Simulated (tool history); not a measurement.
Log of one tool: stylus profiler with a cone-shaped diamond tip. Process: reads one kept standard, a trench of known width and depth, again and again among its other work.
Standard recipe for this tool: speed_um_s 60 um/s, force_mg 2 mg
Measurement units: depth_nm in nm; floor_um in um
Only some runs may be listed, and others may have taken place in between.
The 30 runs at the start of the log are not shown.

Run 31, hour 2055.1: usual settings but speed_um_s 51 um/s, force_mg 4.48 mg. Result: depth_nm 1017.84 nm, floor_um 9.75 um.
Run 32, hour 2142.6: usual settings but speed_um_s 51 um/s, force_mg 4.48 mg. Result: depth_nm 1017.6 nm, floor_um 9.38 um.
Run 33, hour 2194.7: usual settings but speed_um_s 17 um/s, force_mg 1.52 mg. Result: depth_nm 1009.26 nm, floor_um 9.33 um.
At hour 2241.6: new tip fitted, height scale calibrated.
Run 34, hour 2267.2: usual settings but speed_um_s 37 um/s, force_mg 4.66 mg. Result: depth_nm 1017.53 nm, floor_um 13.77 um.
Run 35, hour 2313.1: usual settings but speed_um_s 37 um/s, force_mg 4.66 mg. Result: depth_nm 1017.95 nm, floor_um 13.47 um.
Run 36, hour 2380.1: usual settings but speed_um_s 29 um/s, force_mg 1.96 mg. Result: depth_nm 1009.92 nm, floor_um 13.04 um.
Run 37, hour 2464.8: usual settings but speed_um_s 173 um/s, force_mg 1.22 mg. Result: depth_nm 1007.37 nm, floor_um 11.3 um.
Run 38, hour 2505.3: usual settings but speed_um_s 111 um/s, force_mg 0.67 mg. Result: depth_nm 1005.05 nm, floor_um 11.27 um.
Run 39, hour 2549.1: usual settings but speed_um_s 111 um/s, force_mg 0.67 mg. Result: depth_nm 1005.16 nm, floor_um 11.04 um.
Run 40, hour 2634.8: usual settings but speed_um_s 55 um/s, force_mg 3.76 mg. Result: depth_nm 1015.98 nm, floor_um 11.63 um.
Run 41, hour 2689.7: usual settings but speed_um_s 18 um/s, force_mg 1.34 mg. Result: depth_nm 1007.94 nm, floor_um 11.5 um.
Run 42, hour 2776.4: usual settings but speed_um_s 32 um/s, force_mg 0.99 mg. Result: depth_nm 1006.92 nm, floor_um 10.98 um.
Run 43, hour 2817.4: usual settings but speed_um_s 32 um/s, force_mg 0.99 mg. Result: depth_nm 1007.02 nm, floor_um 10.74 um.
Run 44, hour 2887.7: usual settings but speed_um_s 24 um/s, force_mg 1.09 mg. Result: depth_nm 1007.41 nm, floor_um 10.49 um.
Run 45, hour 2962.5: usual settings but speed_um_s 43 um/s, force_mg 0.72 mg. Result: depth_nm 1005.58 nm, floor_um 9.95 um.

Forecast each of these 4 alternatives for the next run:
Run A, hour 3028.5: usual settings but speed_um_s 112 um/s, force_mg 2.22 mg. Result: depth_nm ?, floor_um ?.
Run B, hour 3028.5: usual settings but speed_um_s 17 um/s, force_mg 0.68 mg. Result: depth_nm ?, floor_um ?.
Run C, hour 3028.5: usual settings but speed_um_s 44 um/s, force_mg 1.15 mg. Result: depth_nm ?, floor_um ?.
Run D, hour 3028.5: usual settings but speed_um_s 56 um/s. Result: depth_nm ?, floor_um ?.

run  depth_nm  floor_um
  A   1011.65      9.47
  B   1005.64        10
  C   1007.33      9.78
  D   1010.89      9.81
The same runs, with their run-to-run variation unchanged, on a tool lacking any hidden condition would have given:
run  depth_nm  floor_um
  A   1010.94     13.29
  B   1004.93     13.82
  C   1006.62      13.6
  D   1010.18     13.63

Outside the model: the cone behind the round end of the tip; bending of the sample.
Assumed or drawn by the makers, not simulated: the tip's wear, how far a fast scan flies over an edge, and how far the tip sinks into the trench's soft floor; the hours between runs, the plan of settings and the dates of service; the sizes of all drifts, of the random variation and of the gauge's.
